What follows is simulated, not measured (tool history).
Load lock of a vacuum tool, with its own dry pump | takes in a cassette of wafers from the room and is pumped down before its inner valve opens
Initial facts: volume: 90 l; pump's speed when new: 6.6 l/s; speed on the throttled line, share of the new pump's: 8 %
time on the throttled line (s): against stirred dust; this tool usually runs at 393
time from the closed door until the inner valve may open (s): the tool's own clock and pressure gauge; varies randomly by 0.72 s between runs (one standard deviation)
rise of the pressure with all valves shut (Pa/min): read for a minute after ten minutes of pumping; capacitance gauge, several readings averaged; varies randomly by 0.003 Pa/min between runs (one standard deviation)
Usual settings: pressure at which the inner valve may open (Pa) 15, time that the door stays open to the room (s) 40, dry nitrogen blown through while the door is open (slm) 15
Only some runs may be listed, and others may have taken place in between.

run    hour  time on the throttled line (s)  pressure at which the inner valve may open (Pa)  time that the door stays open to the room (s)  dry nitrogen blown through while the door is open (slm)  incoming humidity of the room's air, %  time from the closed door until the inner valve may open (s)  rise of the pressure with all valves shut (Pa/min)
  1       0                             393                                               15                                             40                                                       15                                    40.5                                                         483.6                                                0.44
  2   242.8                             393                                               15                                             40                                                       13                                    47.9                                                         485.6                                               0.462
  3   448.4                             393                                               15                                             40                                                        6                                    43.1                                                         484.8                                               0.488
  4   713.2                             393                                               15                                             40                                                        6                                    46.3                                                         484.7                                               0.503
  5   916.2                             393                                               15                                             40                                                        6                                    46.6                                                         486.3                                               0.518
  6  1062.4                             229                                               15                                             40                                                        6                                      45                                                         336.1                                               0.512
  7  1282.2                             229                                               15                                             40                                                        6                                      47                                                         337.1                                               0.539
  8  1393.9                             229                                               15                                             40                                                        6                                    46.8                                                         337.5                                                0.54
  9    1516                             229                                               15                                             40                                                        6                                      46                                                         337.5                                               0.552
 10  1662.3                             393                                               15                                            166                                                       15                                      43                                                         488.2                                               0.579
 11  1874.3                             393                                               15                                             40                                                       15                                    45.8                                                         487.4                                               0.576
 12  2017.7                             393                                               15                                             40                                                       15                                    41.2                                                         486.9                                               0.599
 13  2154.3                             393                                               15                                             40                                                       15                                    44.5                                                         488.4                                               0.607
 14  2417.6                             747                                               10                                             40                                                       15                                    47.4                                                         816.8                                               0.617
 15  2679.5                             335                                               15                                             38                                                       12                                    45.6                                                         437.1                                               0.626
 16  2907.6                             273                                               15                                             40                                                        6                                    45.5                                                         379.8                                               0.658
 17    3123                             206                                               24                                             32                                                        6                                    46.7                                                         312.3                                               0.668
     3346.3  -- door's seal changed, seat wiped
 18  3389.9                             393                                               14                                             40                                                       15                                    46.1                                                         490.8                                               0.017
 19  3505.4                             393                                               14                                             40                                                       15                                      44                                                         491.3                                               0.019
 20    3688                             292                                               12                                             87                                                       42                                    46.3                                                         401.9                                               0.028
 21  3858.6                             292                                               12                                            148                                                       19                                    46.4                                                         403.5                                               0.047
 22  4002.8                             455                                               11                                            169                                                        5                                    45.2                                                         552.7                                               0.069
 23  4249.8                             455                                               11                                            169                                                        5                                    44.5                                                         552.1                                               0.076
 24    4426                             455                                               11                                            169                                                        5                                    46.4                                                         553.1                                               0.082

Run 25 comes next. What will it give?
 25  4635.3                             455                                               11                                            169                                                        5                                    42.7                                                             ?                                                   ?

time from the closed door until the inner valve may open (s): 551.9
rise of the pressure with all valves shut (Pa/min): 0.08
The same run, on a tool lacking any hidden state, would have yielded time from the closed door until the inner valve may open (s) 540.9, rise of the pressure with all valves shut (Pa/min) 0.056.
